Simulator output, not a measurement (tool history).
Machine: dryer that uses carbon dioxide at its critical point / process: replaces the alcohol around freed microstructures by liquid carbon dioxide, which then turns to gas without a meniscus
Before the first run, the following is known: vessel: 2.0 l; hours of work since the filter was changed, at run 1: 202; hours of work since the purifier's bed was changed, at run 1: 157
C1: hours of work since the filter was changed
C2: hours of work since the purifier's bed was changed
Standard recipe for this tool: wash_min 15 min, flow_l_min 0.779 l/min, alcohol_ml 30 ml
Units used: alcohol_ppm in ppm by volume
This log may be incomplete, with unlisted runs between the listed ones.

Run 1, hour 0.0: usual settings; C1 202; C2 157. Result: alcohol_ppm 145 ppm by volume.
Run 2, hour 6.1: usual settings; C1 205; C2 160. Result: alcohol_ppm 162 ppm by volume.
Run 3, hour 17.1: usual settings but wash_min 16 min; C1 211; C2 165. Result: alcohol_ppm 125 ppm by volume.
Run 4, hour 23.4: usual settings but wash_min 16 min; C1 214; C2 168. Result: alcohol_ppm 115 ppm by volume.
Run 5, hour 32.0: usual settings but wash_min 16 min; C1 218; C2 173. Result: alcohol_ppm 126 ppm by volume.
Run 6, hour 37.8: usual settings but wash_min 16 min; C1 221; C2 175. Result: alcohol_ppm 131 ppm by volume.
Run 7, hour 43.9: usual settings; C1 224; C2 178. Result: alcohol_ppm 165 ppm by volume.
Run 8, hour 55.3: usual settings; C1 229; C2 184. Result: alcohol_ppm 169 ppm by volume.
Run 9, hour 61.2: usual settings but flow_l_min 1.295 l/min; C1 232; C2 187. Result: alcohol_ppm 38 ppm by volume.
Run 10, hour 71.7: usual settings but flow_l_min 1.295 l/min; C1 237; C2 192. Result: alcohol_ppm 38 ppm by volume.
Run 11, hour 77.4: usual settings but flow_l_min 1.295 l/min; C1 240; C2 195. Result: alcohol_ppm 33 ppm by volume.
Run 12, hour 83.2: usual settings but wash_min 23 min; C1 243; C2 198. Result: alcohol_ppm 51 ppm by volume.
Run 13, hour 93.1: usual settings but wash_min 11 min, alcohol_ml 31 ml; C1 248; C2 202. Result: alcohol_ppm 536 ppm by volume.
Run 14, hour 99.9: usual settings but wash_min 11 min, alcohol_ml 31 ml; C1 251; C2 206. Result: alcohol_ppm 551 ppm by volume.
Run 15, hour 108.8: usual settings but wash_min 11 min, flow_l_min 1.026 l/min, alcohol_ml 104 ml; C1 255; C2 210. Result: alcohol_ppm 609 ppm by volume.
Run 16, hour 113.5: usual settings but wash_min 9 min, flow_l_min 1.158 l/min, alcohol_ml 93 ml; C1 258; C2 212. Result: alcohol_ppm 771 ppm by volume.
Run 17, hour 118.4: usual settings but wash_min 9 min, flow_l_min 1.158 l/min, alcohol_ml 93 ml; C1 260; C2 215. Result: alcohol_ppm 779 ppm by volume.
Run 18, hour 124.5: usual settings but wash_min 11 min, flow_l_min 0.645 l/min, alcohol_ml 78 ml; C1 263; C2 218. Result: alcohol_ppm 2419 ppm by volume.
Run 19, hour 134.9: usual settings but wash_min 11 min, flow_l_min 0.645 l/min, alcohol_ml 78 ml; C1 268; C2 223. Result: alcohol_ppm 2426 ppm by volume.
Run 20, hour 139.9: usual settings but wash_min 13 min, flow_l_min 0.789 l/min, alcohol_ml 78 ml; C1 270; C2 225. Result: alcohol_ppm 699 ppm by volume.
Run 21, hour 147.1: usual settings but wash_min 16 min, flow_l_min 0.476 l/min, alcohol_ml 24 ml; C1 274; C2 229. Result: alcohol_ppm 633 ppm by volume.
Run 22, hour 157.0: usual settings but wash_min 16 min, flow_l_min 0.476 l/min, alcohol_ml 83 ml; C1 279; C2 234. Result: alcohol_ppm 2101 ppm by volume.
Run 23, hour 164.1: usual settings but wash_min 11 min, alcohol_ml 38 ml; C1 282; C2 237. Result: alcohol_ppm 702 ppm by volume.
Run 24, hour 174.1: usual settings but wash_min 11 min, alcohol_ml 38 ml; C1 287; C2 242. Result: alcohol_ppm 693 ppm by volume.

5 options for the next run, each taken on its own from the tool as it stands now. Forecast them:
Run A, hour 184.3: usual settings but alcohol_ml 59 ml; C1 292; C2 247. Result: alcohol_ppm ?.
Run B, hour 184.3: usual settings but wash_min 12 min, alcohol_ml 112 ml; C1 292; C2 247. Result: alcohol_ppm ?.
Run C, hour 184.3: usual settings but wash_min 19 min, flow_l_min 1.244 l/min, alcohol_ml 73 ml; C1 292; C2 247. Result: alcohol_ppm ?.
Run D, hour 184.3: usual settings but wash_min 13 min, flow_l_min 0.514 l/min; C1 292; C2 247. Result: alcohol_ppm ?.
Run E, hour 184.3: usual settings but wash_min 10 min, flow_l_min 0.640 l/min, alcohol_ml 29 ml; C1 292; C2 247. Result: alcohol_ppm ?.

run  alcohol_ppm
  A          345
  B         1463
  C           41
  D         1134
  E         1224
What these runs would have given with no unlogged condition in the tool:
run  alcohol_ppm
  A          152
  B          815
  C            1
  D          734
  E          808
